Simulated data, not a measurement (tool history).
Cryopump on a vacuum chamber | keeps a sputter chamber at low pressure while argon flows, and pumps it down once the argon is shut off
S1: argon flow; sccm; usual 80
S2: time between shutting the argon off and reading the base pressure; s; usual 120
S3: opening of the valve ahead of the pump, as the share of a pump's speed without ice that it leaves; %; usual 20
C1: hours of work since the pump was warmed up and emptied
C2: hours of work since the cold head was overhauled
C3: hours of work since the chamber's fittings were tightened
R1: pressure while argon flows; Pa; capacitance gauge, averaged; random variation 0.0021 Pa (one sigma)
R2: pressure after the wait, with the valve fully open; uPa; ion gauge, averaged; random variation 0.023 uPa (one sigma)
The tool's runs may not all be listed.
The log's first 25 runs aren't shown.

{"run": 26, "hour": 280.3, "S1": 53, "S2": 108, "S3": 32, "C1": 346, "C2": 346, "C3": 519, "R1": 0.2191, "R2": 1.8}
{"run": 27, "hour": 286.8, "S1": 53, "S2": 108, "S3": 32, "C1": 350, "C2": 350, "C3": 523, "R1": 0.2186, "R2": 1.86}
{"run": 28, "hour": 295.7, "S1": 53, "S2": 108, "S3": 32, "C1": 355, "C2": 355, "C3": 527, "R1": 0.2213, "R2": 1.84}
{"run": 29, "hour": 311.8, "S1": 53, "S2": 108, "S3": 32, "C1": 363, "C2": 363, "C3": 536, "R1": 0.2194, "R2": 1.84}
{"run": 30, "hour": 320.5, "S1": 53, "S2": 108, "S3": 32, "C1": 368, "C2": 368, "C3": 541, "R1": 0.2201, "R2": 1.88}
{"run": 31, "hour": 334.3, "S1": 61, "S2": 238, "S3": 40, "C1": 375, "C2": 375, "C3": 548, "R1": 0.2045, "R2": 1.56}
{"run": 32, "hour": 344.3, "S1": 61, "S2": 238, "S3": 40, "C1": 381, "C2": 381, "C3": 553, "R1": 0.2056, "R2": 1.54}
{"run": 33, "hour": 355.8, "S1": 94, "S2": 67, "S3": 58, "C1": 387, "C2": 387, "C3": 560, "R1": 0.2261, "R2": 2.29}
{"run": 34, "hour": 369.6, "S1": 80, "S2": 60, "S3": 20, "C1": 394, "C2": 394, "C3": 567, "R1": 0.5255, "R2": 2.54}

Forecast each of these 4 alternatives for the next run:
{"run": "A", "hour": 380.7, "S1": 42, "S2": 120, "S3": 36, "C1": 400, "C2": 400, "C3": 573, "R1": "?", "R2": "?"}
{"run": "B", "hour": 380.7, "S1": 80, "S2": 70, "S3": 43, "C1": 400, "C2": 400, "C3": 573, "R1": "?", "R2": "?"}
{"run": "C", "hour": 380.7, "S1": 39, "S2": 255, "S3": 20, "C1": 400, "C2": 400, "C3": 573, "R1": "?", "R2": "?"}
{"run": "D", "hour": 380.7, "S1": 80, "S2": 28, "S3": 19, "C1": 400, "C2": 400, "C3": 573, "R1": "?", "R2": "?"}

run=A R1=0.1564 R2=1.92
run=B R1=0.252 R2=2.28
run=C R1=0.2572 R2=1.62
run=D R1=0.5511 R2=3.81
Without the tool's hidden state the same runs would have given:
run=A R1=0.1478 R2=0.85
run=B R1=0.2355 R2=1.24
run=C R1=0.2491 R2=0.55
run=D R1=0.5346 R2=2.74
